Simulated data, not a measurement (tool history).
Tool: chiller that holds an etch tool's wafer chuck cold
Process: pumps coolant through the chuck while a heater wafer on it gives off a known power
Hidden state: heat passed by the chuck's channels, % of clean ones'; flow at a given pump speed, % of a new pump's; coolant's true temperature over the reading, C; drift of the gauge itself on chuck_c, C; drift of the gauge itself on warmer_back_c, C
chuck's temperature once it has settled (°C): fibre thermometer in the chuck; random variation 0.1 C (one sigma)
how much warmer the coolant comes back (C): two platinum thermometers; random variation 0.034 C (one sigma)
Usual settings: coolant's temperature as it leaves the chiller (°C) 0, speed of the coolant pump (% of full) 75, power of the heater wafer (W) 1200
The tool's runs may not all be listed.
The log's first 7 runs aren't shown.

run	hour	coolant's temperature as it leaves the chiller (°C)	speed of the coolant pump (% of full)	power of the heater wafer (W)	hours since the coolant was changed and the channels were flushed	hours since the pump was overhauled	hours since the chiller's thermometer was calibrated	chuck's temperature once it has settled (°C)	how much warmer the coolant comes back (C)
8	771.0	0	75	1200	7270	6096	1383	11.2	5.44
9	911.5	0	75	1200	7411	6236	1524	11.1	5.40
10	1015.7	0	75	1200	7515	6340	1628	11.4	5.40
11	1159.0	0	75	1200	7658	6484	1771	11.2	5.37
12	1254.3	0	75	1200	7754	6579	1866	11.4	5.41
13	1366.4	0	75	1474	7866	6691	1978	13.8	6.62
14	1444.0	0	75	1474	7943	6769	2056	13.8	6.63
# hour 1513.1: chiller's thermometer calibrated
15	1549.5	0	83	1200	8048	6873	36	10.4	4.73
16	1631.6	0	83	1200	8130	6955	119	10.2	4.73
17	1738.3	9	67	614	8237	7062	225	15.2	3.03
18	1846.7	9	67	614	8345	7170	334	15.4	3.09

The next listed run, before its measurement:
19	2012.9	2	66	1200	8511	7336	500	?	?

Run 19 gave chuck's temperature once it has settled (°C) 14.8, how much warmer the coolant comes back (C) 6.14.
Without the tool's hidden state the same run would have given chuck's temperature once it has settled (°C) 14.8, how much warmer the coolant comes back (C) 6.29.
